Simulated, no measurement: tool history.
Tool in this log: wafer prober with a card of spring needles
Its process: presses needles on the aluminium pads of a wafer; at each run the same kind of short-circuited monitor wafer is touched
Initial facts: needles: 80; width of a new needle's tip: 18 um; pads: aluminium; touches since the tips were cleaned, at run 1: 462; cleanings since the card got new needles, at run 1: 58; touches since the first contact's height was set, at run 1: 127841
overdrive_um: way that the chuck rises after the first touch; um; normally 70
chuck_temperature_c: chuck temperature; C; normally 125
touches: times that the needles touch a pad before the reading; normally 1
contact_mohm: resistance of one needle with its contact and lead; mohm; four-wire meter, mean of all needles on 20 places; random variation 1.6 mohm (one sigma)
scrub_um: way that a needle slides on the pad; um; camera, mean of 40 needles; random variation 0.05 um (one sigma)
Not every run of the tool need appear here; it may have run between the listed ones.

| run | hour | overdrive_um | chuck_temperature_c | touches | touches since the tips were cleaned | cleanings since the card got new needles | touches since the first contact's height was set | contact_mohm | scrub_um |
|---|---|---|---|---|---|---|---|---|---|
| 1 | 0 | 70 | 125 | 1 | 462 | 58 | 127841 | 174 | 11.74 |
|  | 4.9 | tips cleaned on abrasive film |
| 2 | 7.6 | 70 | 125 | 1 | 777 | 59 | 129993 | 182 | 11.75 |
|  | 12.1 | tips cleaned on abrasive film |
|  | 18.6 | tips cleaned on abrasive film |
| 3 | 18.8 | 70 | 125 | 1 | 40 | 61 | 133133 | 167 | 11.74 |
|  | 25.3 | tips cleaned on abrasive film |
| 4 | 28 | 70 | 125 | 1 | 765 | 62 | 135752 | 180 | 11.74 |
|  | 32.3 | tips cleaned on abrasive film |
| 5 | 36.4 | 70 | 125 | 1 | 1177 | 63 | 138130 | 188 | 11.66 |
|  | 38.9 | tips cleaned on abrasive film |
| 6 | 43.1 | 70 | 125 | 1 | 1189 | 64 | 140012 | 191 | 11.6 |
|  | 45.7 | tips cleaned on abrasive film |
| 7 | 50.9 | 70 | 125 | 1 | 1492 | 65 | 142232 | 197 | 11.67 |
|  | 52.6 | tips cleaned on abrasive film |
| 8 | 58.3 | 70 | 125 | 1 | 1636 | 66 | 144320 | 195 | 11.61 |
|  | 59.1 | tips cleaned on abrasive film |
|  | 65.7 | tips cleaned on abrasive film |
| 9 | 67.6 | 70 | 125 | 1 | 528 | 68 | 146911 | 181 | 11.52 |
|  | 72.8 | tips cleaned on abrasive film |
| 10 | 77.9 | 70 | 91 | 1 | 1468 | 69 | 149839 | 190 | 11.62 |
|  | 79.6 | tips cleaned on abrasive film |
|  | 84.7 | height of the first contact set anew |
| 11 | 84.8 | 70 | 91 | 1 | 1402 | 70 | 34 | 182 | 12.55 |
|  | 86.8 | tips cleaned on abrasive film |
|  | 93.7 | tips cleaned on abrasive film |
| 12 | 95.1 | 70 | 91 | 1 | 415 | 72 | 2938 | 166 | 12.51 |
|  | 100.3 | tips cleaned on abrasive film |
| 13 | 106.5 | 70 | 125 | 1 | 1771 | 73 | 6174 | 194 | 12.45 |
|  | 107.5 | tips cleaned on abrasive film |
|  | 114.5 | tips cleaned on abrasive film |
| 14 | 116.2 | 70 | 34 | 1 | 484 | 75 | 8888 | 157 | 12.43 |
|  | 121.7 | tips cleaned on abrasive film |
| 15 | 123.8 | 70 | 34 | 1 | 605 | 76 | 11046 | 163 | 12.46 |
|  | 128.7 | tips cleaned on abrasive film |
| 16 | 134.4 | 70 | 125 | 3 | 1642 | 77 | 14047 | 174 | 12.47 |

Run 17 has not been measured yet. What should we expect?
|  | 135.6 | tips cleaned on abrasive film |
|  | 142.2 | tips cleaned on abrasive film |
| 17 | 143.8 | 83 | 71 | 1 | 445 | 79 | 16674 | ? | ? |

{"run 17": {"contact_mohm": 161, "scrub_um": 14.78}}
The same run, on a tool lacking any hidden state, would have yielded contact_mohm 148 mohm, scrub_um 14.91 um.
